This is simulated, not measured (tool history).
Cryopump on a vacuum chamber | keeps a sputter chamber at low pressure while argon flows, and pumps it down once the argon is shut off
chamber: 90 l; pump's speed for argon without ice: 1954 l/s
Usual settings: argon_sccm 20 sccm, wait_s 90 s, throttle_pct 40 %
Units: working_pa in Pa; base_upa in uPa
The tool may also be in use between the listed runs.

run,day,argon_sccm,wait_s,throttle_pct,working_pa,base_upa
1,0,20,90,40,0.0469,1.82
2,1.042,20,90,40,0.0473,1.88
3,2.321,20,90,40,0.0479,1.95
4,3.654,20,90,40,0.0488,2
5,4.462,20,90,40,0.0495,1.91
6,5.142,20,90,40,0.048,2.04
7,5.942,20,90,40,0.0499,2.07
8,6.725,20,90,40,0.0507,2.11
# day 7.429: pump warmed up, emptied and cooled again
9,7.538,20,90,20,0.0866,1.71
10,8.617,20,90,20,0.0864,1.74
11,9.279,22,90,20,0.0961,1.74
12,9.917,22,90,20,0.0961,1.79
13,11.346,22,90,20,0.0964,1.84
14,12.758,22,90,20,0.0962,1.89
15,13.875,20,146,40,0.0461,1.59
16,14.858,20,90,40,0.0456,1.9
17,15.817,20,64,40,0.0461,2.26
18,16.492,20,64,40,0.0466,2.24
19,17.425,20,25,40,0.0474,3.89
20,18.317,9,107,29,0.0281,1.89
21,19.138,9,107,29,0.03,2
22,19.9,20,190,25,0.0738,1.72
23,21.188,20,297,25,0.075,1.6
24,22.179,23,43,27,0.0818,3.04
25,22.933,17,199,28,0.0572,1.85
26,23.546,17,199,54,0.0341,1.84
27,24.162,17,199,54,0.0326,1.89
28,24.8,30,76,40,0.0767,2.41
# day 25.458: pump warmed up, emptied and cooled again
29,26.379,17,90,18,0.0831,1.86
# day 27.575: leaking fittings of the chamber tightened, without venting
30,27.729,20,74,58,0.0317,1.05
31,29.108,19,125,29,0.0575,0.73
32,30.479,20,72,26,0.0681,1.11
33,31.675,11,144,26,0.0381,0.68

3 ways to go on from here, each from the tool as it stands after run 33. What would each give?
A,32.412,13,144,28,?,?
B,32.412,20,144,40,?,?
C,32.412,30,144,56,?,?

run,working_pa,base_upa
A,0.0417,0.73
B,0.0446,0.72
C,0.0504,0.71
Without the tool's hidden state the same runs would have given:
run,working_pa,base_upa
A,0.04,0.63
B,0.042,0.62
C,0.0465,0.6

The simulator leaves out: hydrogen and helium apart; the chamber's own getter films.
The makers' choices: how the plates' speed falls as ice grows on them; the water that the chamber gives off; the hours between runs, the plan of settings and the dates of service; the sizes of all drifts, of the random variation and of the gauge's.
